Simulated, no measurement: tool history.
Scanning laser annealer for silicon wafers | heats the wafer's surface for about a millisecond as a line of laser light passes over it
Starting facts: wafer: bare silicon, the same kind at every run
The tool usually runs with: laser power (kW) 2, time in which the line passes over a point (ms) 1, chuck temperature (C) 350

run    hour  laser power (kW)  time in which the line passes over a point (ms)  chuck temperature (C)  highest temperature of the surface (C)
  1       0                 2                                                1                    350                                    1165
  2      25                 2                                                1                    350                                    1164
  3    41.9             2.076                                                1                    350                                    1204
  4    78.7                 2                                                1                    350                                    1158
  5   115.7                 2                                             0.97                    350                                    1153
  6   151.5                 2                                                1                    383                                    1193
  7   179.7                 2                                                1                    350                                    1165
  8   208.5                 2                                                1                    350                                    1166
  9   248.1                 2                                                1                    350                                    1159
 10   283.7              2.06                                                1                    350                                    1189
 11   311.9              2.06                                                1                    350                                    1191
 12   344.6              2.06                                                1                    350                                    1188
 13   375.6              2.06                                                1                    350                                    1188
 14   395.3              2.06                                                1                    350                                    1190
 15   423.4              2.06                                                1                    350                                    1189
 16   453.7                 2                                                1                    350                                    1159
 17   492.5                 2                                                1                    350                                    1160
 18     515                 2                                                1                    350                                    1157
 19   542.2                 2                                             0.95                    350                                    1136
 20   576.6                 2                                                1                    348                                    1154
 21   611.5             1.811                                                1                    348                                    1064
 22   630.1             1.826                                             1.12                    344                                    1107
 23   652.8             1.826                                             1.18                    386                                    1168
 24   669.2                 2                                             0.78                    341                                    1057
 25   703.7                 2                                             1.18                    340                                    1206
 26   721.8                 2                                             0.95                    337                                    1122
 27   743.3             1.714                                             1.01                    389                                    1060
 28   779.5             1.714                                             1.01                    389                                    1063
 29   804.8              1.83                                             0.89                    389                                    1071
 30   830.5                 2                                              1.2                    324                                    1201
 31   856.9                 2                                              1.2                    324                                    1200
 32   896.5             1.789                                                1                    350                                    1059
 33   915.7             1.997                                             0.88                    388                                    1148
 34   950.4             1.997                                             0.88                    388                                    1144
 35   974.9             1.929                                             1.06                    388                                    1183
 36    1008             1.817                                             1.22                    312                                    1102
 37  1024.6             1.817                                             1.22                    312                                    1101
 38  1063.9             1.817                                             1.22                    312                                    1104
 39  1089.4             1.817                                             1.22                    312                                    1101
 40  1114.7             1.817                                             1.22                    312                                    1099

Not shown: 1 entry that the log had between the listed runs. Between which runs, and how does the tool's hidden state differ before and after?
From run 29 to run 30: optics aligned, line set to its width (hour 827.4)
  light that passes the window, % of a clean one's: 98.36 -> 98.33; laser's true power over the reading, %: 0.69 -> 0.7; width of the line over the set one, %: 1.64 -> 0.4
  measured result minus the result with no hidden state, highest temperature of the surface (C): -16 -> -13
